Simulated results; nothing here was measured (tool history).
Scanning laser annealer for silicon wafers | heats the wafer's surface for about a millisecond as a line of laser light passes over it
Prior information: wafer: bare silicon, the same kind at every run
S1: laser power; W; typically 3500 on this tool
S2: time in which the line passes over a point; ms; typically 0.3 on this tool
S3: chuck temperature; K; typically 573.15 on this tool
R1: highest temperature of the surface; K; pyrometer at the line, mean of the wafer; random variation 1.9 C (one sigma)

| run | day | S1 | S2 | S3 | R1 |
|---|---|---|---|---|---|
| 1 | 0 | 3500 | 0.3 | 573.15 | 1350.15 |
| 2 | 3.721 | 3500 | 0.3 | 573.15 | 1346.15 |
|  | 4.683 | optics aligned, line set to its width |
| 3 | 5.504 | 3072 | 0.3 | 573.15 | 1262.15 |
| 4 | 7.804 | 3500 | 0.3 | 573.15 | 1348.15 |
| 5 | 9.533 | 3500 | 0.3 | 573.15 | 1348.15 |
| 6 | 11.796 | 3500 | 0.3 | 573.15 | 1342.15 |
| 7 | 15.188 | 3500 | 0.3 | 573.15 | 1347.15 |
| 8 | 18.9 | 3500 | 0.3 | 573.15 | 1341.15 |
| 9 | 22.617 | 3133 | 0.335 | 573.15 | 1311.15 |
| 10 | 25.55 | 3133 | 0.229 | 573.15 | 1161.15 |
| 11 | 27.388 | 3500 | 0.239 | 573.15 | 1239.15 |
| 12 | 30.167 | 3500 | 0.272 | 573.15 | 1288.15 |
| 13 | 32.442 | 3500 | 0.272 | 573.15 | 1284.15 |
| 14 | 35.75 | 3381 | 0.272 | 573.15 | 1262.15 |
| 15 | 38.296 | 3842 | 0.247 | 563.15 | 1295.15 |
| 16 | 40.158 | 3842 | 0.306 | 539.15 | 1365.15 |

Each row is a separate what-if for the run after 16, all from the same tool condition, not one after another. Results?
| A | 43.754 | 3126 | 0.3 | 561.15 | ? |
| B | 43.754 | 3842 | 0.212 | 600.15 | ? |
| C | 43.754 | 3299 | 0.306 | 591.15 | ? |
| D | 43.754 | 3842 | 0.263 | 539.15 | ? |
| E | 43.754 | 3136 | 0.266 | 539.15 | ? |

| run | R1 |
|---|---|
| A | 1232.15 |
| B | 1266.15 |
| C | 1308.15 |
| D | 1291.15 |
| E | 1170.15 |
Take away the tool's hidden state, keep each run's random variation, and the runs would have read:
| run | R1 |
|---|---|
| A | 1265.15 |
| B | 1300.15 |
| C | 1344.15 |
| D | 1329.15 |
| E | 1201.15 |
